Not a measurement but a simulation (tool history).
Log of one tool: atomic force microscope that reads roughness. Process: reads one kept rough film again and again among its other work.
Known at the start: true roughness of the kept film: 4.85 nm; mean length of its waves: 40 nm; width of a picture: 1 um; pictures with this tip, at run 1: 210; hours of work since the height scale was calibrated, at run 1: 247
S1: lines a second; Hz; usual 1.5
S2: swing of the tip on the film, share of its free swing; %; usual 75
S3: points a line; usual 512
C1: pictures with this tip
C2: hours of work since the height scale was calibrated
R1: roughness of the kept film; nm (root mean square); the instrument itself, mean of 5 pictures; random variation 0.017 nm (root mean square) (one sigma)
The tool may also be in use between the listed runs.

{"run": 1, "day": 0.0, "S1": 1.5, "S2": 75, "S3": 512, "C1": 210, "C2": 247, "R1": 4.186}
{"run": 2, "day": 0.283, "S1": 1.5, "S2": 75, "S3": 512, "C1": 219, "C2": 252, "R1": 4.214}
{"run": 3, "day": 0.6, "S1": 1.5, "S2": 75, "S3": 512, "C1": 229, "C2": 257, "R1": 4.192}
{"run": 4, "day": 0.862, "S1": 1.5, "S2": 75, "S3": 512, "C1": 237, "C2": 262, "R1": 4.16}
{"day": 1.3, "done": "new tip fitted"}
{"run": 5, "day": 1.388, "S1": 3.01, "S2": 75, "S3": 512, "C1": 3, "C2": 271, "R1": 3.929}
{"run": 6, "day": 1.729, "S1": 3.01, "S2": 67, "S3": 512, "C1": 13, "C2": 276, "R1": 4.152}
{"run": 7, "day": 2.138, "S1": 3.01, "S2": 67, "S3": 512, "C1": 26, "C2": 283, "R1": 4.115}
{"run": 8, "day": 2.583, "S1": 3.01, "S2": 67, "S3": 512, "C1": 40, "C2": 291, "R1": 4.144}
{"run": 9, "day": 3.033, "S1": 3.01, "S2": 67, "S3": 512, "C1": 54, "C2": 299, "R1": 4.131}
{"run": 10, "day": 3.275, "S1": 3.01, "S2": 67, "S3": 512, "C1": 62, "C2": 303, "R1": 4.14}
{"run": 11, "day": 3.583, "S1": 0.82, "S2": 75, "S3": 512, "C1": 71, "C2": 308, "R1": 4.363}
{"run": 12, "day": 3.938, "S1": 1.5, "S2": 75, "S3": 512, "C1": 82, "C2": 315, "R1": 4.238}
{"run": 13, "day": 4.142, "S1": 1.5, "S2": 75, "S3": 512, "C1": 89, "C2": 318, "R1": 4.184}
{"run": 14, "day": 4.512, "S1": 1.35, "S2": 75, "S3": 354, "C1": 100, "C2": 324, "R1": 4.239}
{"run": 15, "day": 4.996, "S1": 1.09, "S2": 75, "S3": 354, "C1": 115, "C2": 333, "R1": 4.272}
{"run": 16, "day": 5.392, "S1": 1.09, "S2": 75, "S3": 354, "C1": 127, "C2": 340, "R1": 4.292}
{"run": 17, "day": 5.8, "S1": 1.09, "S2": 75, "S3": 354, "C1": 140, "C2": 347, "R1": 4.309}
{"run": 18, "day": 6.162, "S1": 0.75, "S2": 75, "S3": 730, "C1": 152, "C2": 353, "R1": 4.402}
{"run": 19, "day": 6.571, "S1": 1.56, "S2": 72, "S3": 782, "C1": 164, "C2": 360, "R1": 4.241}
{"run": 20, "day": 7.029, "S1": 1.56, "S2": 72, "S3": 782, "C1": 179, "C2": 368, "R1": 4.243}
{"run": 21, "day": 7.354, "S1": 1.56, "S2": 72, "S3": 782, "C1": 189, "C2": 373, "R1": 4.309}
{"run": 22, "day": 7.688, "S1": 2.09, "S2": 75, "S3": 441, "C1": 199, "C2": 379, "R1": 4.095}
{"run": 23, "day": 7.912, "S1": 2.09, "S2": 75, "S3": 441, "C1": 206, "C2": 383, "R1": 4.062}
{"run": 24, "day": 8.325, "S1": 1.5, "S2": 81, "S3": 556, "C1": 219, "C2": 390, "R1": 4.075}
{"run": 25, "day": 8.629, "S1": 1.5, "S2": 74, "S3": 512, "C1": 228, "C2": 395, "R1": 4.211}
{"run": 26, "day": 9.133, "S1": 1.32, "S2": 60, "S3": 395, "C1": 244, "C2": 404, "R1": 4.397}

3 ways to go on from here, each from the tool as it stands after run 26. What would each give?
{"day": 9.342, "done": "new tip fitted"}
{"run": "A", "day": 9.608, "S1": 0.73, "S2": 77, "S3": 822, "C1": 8, "C2": 412, "R1": "?"}
{"day": 9.342, "done": "new tip fitted"}
{"run": "B", "day": 9.608, "S1": 0.55, "S2": 86, "S3": 486, "C1": 8, "C2": 412, "R1": "?"}
{"day": 9.342, "done": "new tip fitted"}
{"run": "C", "day": 9.608, "S1": 0.55, "S2": 60, "S3": 395, "C1": 8, "C2": 412, "R1": "?"}

run=A R1=4.365
run=B R1=4.343
run=C R1=4.513
Without the tool's hidden state the same runs would have given:
run=A R1=4.366
run=B R1=4.344
run=C R1=4.514

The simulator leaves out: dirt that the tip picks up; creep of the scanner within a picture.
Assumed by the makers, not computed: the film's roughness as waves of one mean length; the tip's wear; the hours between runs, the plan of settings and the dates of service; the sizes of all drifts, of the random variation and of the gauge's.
